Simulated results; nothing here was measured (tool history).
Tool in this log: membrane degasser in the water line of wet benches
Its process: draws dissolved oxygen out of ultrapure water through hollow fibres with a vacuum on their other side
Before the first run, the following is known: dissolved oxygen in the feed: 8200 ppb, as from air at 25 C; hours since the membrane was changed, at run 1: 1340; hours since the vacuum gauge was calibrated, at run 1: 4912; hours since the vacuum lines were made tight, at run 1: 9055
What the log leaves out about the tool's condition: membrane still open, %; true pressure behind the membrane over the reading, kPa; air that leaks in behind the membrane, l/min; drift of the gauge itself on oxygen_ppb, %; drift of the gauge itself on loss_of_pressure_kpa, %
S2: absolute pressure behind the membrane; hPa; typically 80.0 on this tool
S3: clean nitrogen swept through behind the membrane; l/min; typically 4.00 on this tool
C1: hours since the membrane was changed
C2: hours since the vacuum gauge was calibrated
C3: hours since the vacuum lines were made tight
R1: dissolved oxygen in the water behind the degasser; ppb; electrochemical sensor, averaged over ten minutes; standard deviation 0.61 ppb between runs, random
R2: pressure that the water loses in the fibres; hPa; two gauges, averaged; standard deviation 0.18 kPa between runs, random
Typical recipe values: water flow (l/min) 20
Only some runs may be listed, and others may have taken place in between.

run 1 hour=0.0 | water_flow_(l/min)=20 S2=80.0 S3=4.00 | C1=1340 C2=4912 C3=9055 | R1=63.5 R2=318.0
run 2 hour=100.2 | water_flow_(l/min)=20 S2=80.0 S3=4.00 | C1=1440 C2=5013 C3=9155 | R1=64.2 R2=319.6
run 3 hour=194.3 | water_flow_(l/min)=28 S2=80.0 S3=4.00 | C1=1534 C2=5107 C3=9249 | R1=106.6 R2=450.4
run 4 hour=286.8 | water_flow_(l/min)=28 S2=80.0 S3=4.00 | C1=1627 C2=5199 C3=9342 | R1=107.5 R2=452.3
run 5 hour=406.9 | water_flow_(l/min)=28 S2=80.0 S3=4.00 | C1=1747 C2=5319 C3=9462 | R1=107.7 R2=454.6
run 6 hour=477.7 | water_flow_(l/min)=28 S2=80.0 S3=4.00 | C1=1818 C2=5390 C3=9533 | R1=109.0 R2=453.5
run 7 hour=567.6 | water_flow_(l/min)=19 S2=80.0 S3=4.00 | C1=1907 C2=5480 C3=9622 | R1=58.2 R2=303.4
run 8 hour=650.2 | water_flow_(l/min)=19 S2=80.0 S3=4.00 | C1=1990 C2=5563 C3=9705 | R1=59.0 R2=306.6
run 9 hour=720.3 | water_flow_(l/min)=19 S2=80.0 S3=4.00 | C1=2060 C2=5633 C3=9775 | R1=59.5 R2=308.3
run 10 hour=790.4 | water_flow_(l/min)=19 S2=80.0 S3=4.00 | C1=2130 C2=5703 C3=9845 | R1=59.4 R2=309.5
run 11 hour=845.0 | water_flow_(l/min)=20 S2=80.0 S3=4.00 | C1=2185 C2=5757 C3=9900 | R1=63.7 R2=321.0
run 12 hour=909.0 | water_flow_(l/min)=20 S2=80.0 S3=4.00 | C1=2249 C2=5821 C3=9964 | R1=63.3 R2=323.6
run 13 hour=1029.8 | water_flow_(l/min)=20 S2=80.0 S3=4.00 | C1=2370 C2=5942 C3=10085 | R1=62.1 R2=325.1
run 14 hour=1110.4 | water_flow_(l/min)=20 S2=80.0 S3=4.00 | C1=2450 C2=6023 C3=10165 | R1=62.1 R2=326.3
run 15 hour=1176.1 | water_flow_(l/min)=20 S2=80.0 S3=4.00 | C1=2516 C2=6088 C3=10231 | R1=63.7 R2=327.7
run 16 hour=1239.5 | water_flow_(l/min)=20 S2=80.0 S3=4.00 | C1=2579 C2=6152 C3=10294 | R1=64.3 R2=326.7
run 17 hour=1359.2 | water_flow_(l/min)=20 S2=122.9 S3=1.79 | C1=2699 C2=6272 C3=10414 | R1=240.1 R2=325.4
run 18 hour=1462.1 | water_flow_(l/min)=20 S2=122.9 S3=1.79 | C1=2802 C2=6375 C3=10517 | R1=235.0 R2=330.0
run 19 hour=1549.5 | water_flow_(l/min)=20 S2=122.9 S3=1.79 | C1=2889 C2=6462 C3=10604 | R1=235.1 R2=330.3
run 20 hour=1659.1 | water_flow_(l/min)=20 S2=122.9 S3=1.79 | C1=2999 C2=6571 C3=10714 | R1=237.8 R2=333.5
run 21 hour=1792.8 | water_flow_(l/min)=24 S2=161.6 S3=4.00 | C1=3133 C2=6705 C3=10848 | R1=198.9 R2=395.2
-- hour=1874.9 vacuum gauge calibrated
run 22 hour=1903.8 | water_flow_(l/min)=24 S2=161.6 S3=4.00 | C1=3243 C2=29 C3=10958 | R1=194.4 R2=397.1
run 23 hour=2009.7 | water_flow_(l/min)=24 S2=161.6 S3=4.00 | C1=3349 C2=135 C3=11064 | R1=197.2 R2=397.1
-- hour=2096.6 gauge calibrated
run 24 hour=2117.0 | water_flow_(l/min)=29 S2=174.1 S3=1.93 | C1=3456 C2=242 C3=11171 | R1=498.5 R2=465.3
run 25 hour=2175.7 | water_flow_(l/min)=29 S2=79.7 S3=3.13 | C1=3515 C2=301 C3=11230 | R1=136.9 R2=466.4
run 26 hour=2257.0 | water_flow_(l/min)=22 S2=80.0 S3=6.01 | C1=3596 C2=382 C3=11311 | R1=51.7 R2=354.8
run 27 hour=2357.5 | water_flow_(l/min)=22 S2=80.0 S3=6.92 | C1=3697 C2=483 C3=11412 | R1=46.5 R2=354.8
run 28 hour=2442.2 | water_flow_(l/min)=22 S2=80.0 S3=6.92 | C1=3782 C2=567 C3=11497 | R1=46.2 R2=353.0
run 29 hour=2556.9 | water_flow_(l/min)=29 S2=158.8 S3=6.92 | C1=3896 C2=682 C3=11611 | R1=160.9 R2=469.4
run 30 hour=2620.6 | water_flow_(l/min)=29 S2=146.6 S3=6.58 | C1=3960 C2=746 C3=11675 | R1=150.9 R2=471.3
run 31 hour=2743.0 | water_flow_(l/min)=29 S2=115.7 S3=2.24 | C1=4082 C2=868 C3=11797 | R1=272.9 R2=471.2

Difference, measured minus no-hidden-state, one row per run. Run-to-run variation is common to both terms; the gauge's own scatter need not be:
run=1 R2=+0.0
run=2 R2=+0.5
run=3 R2=+1.3
run=4 R2=+1.9
run=5 R2=+2.6
run=6 R2=+3.0
run=7 R2=+2.4
run=8 R2=+2.7
run=9 R2=+3.1
run=10 R2=+3.3
run=11 R2=+3.7
run=12 R2=+4.1
run=13 R2=+4.6
run=14 R2=+5.0
run=15 R2=+5.2
run=16 R2=+5.5
run=17 R2=+6.0
run=18 R2=+6.5
run=19 R2=+6.9
run=20 R2=+7.3
run=21 R2=+9.6
run=22 R2=+10.1
run=23 R2=+10.7
run=24 R2=+0.3
run=25 R2=+0.7
run=26 R2=+0.9
run=27 R2=+1.4
run=28 R2=+1.8
run=29 R2=+3.1
run=30 R2=+3.6
run=31 R2=+4.3
R1: within 0.3 ppb of the measured result in every run.
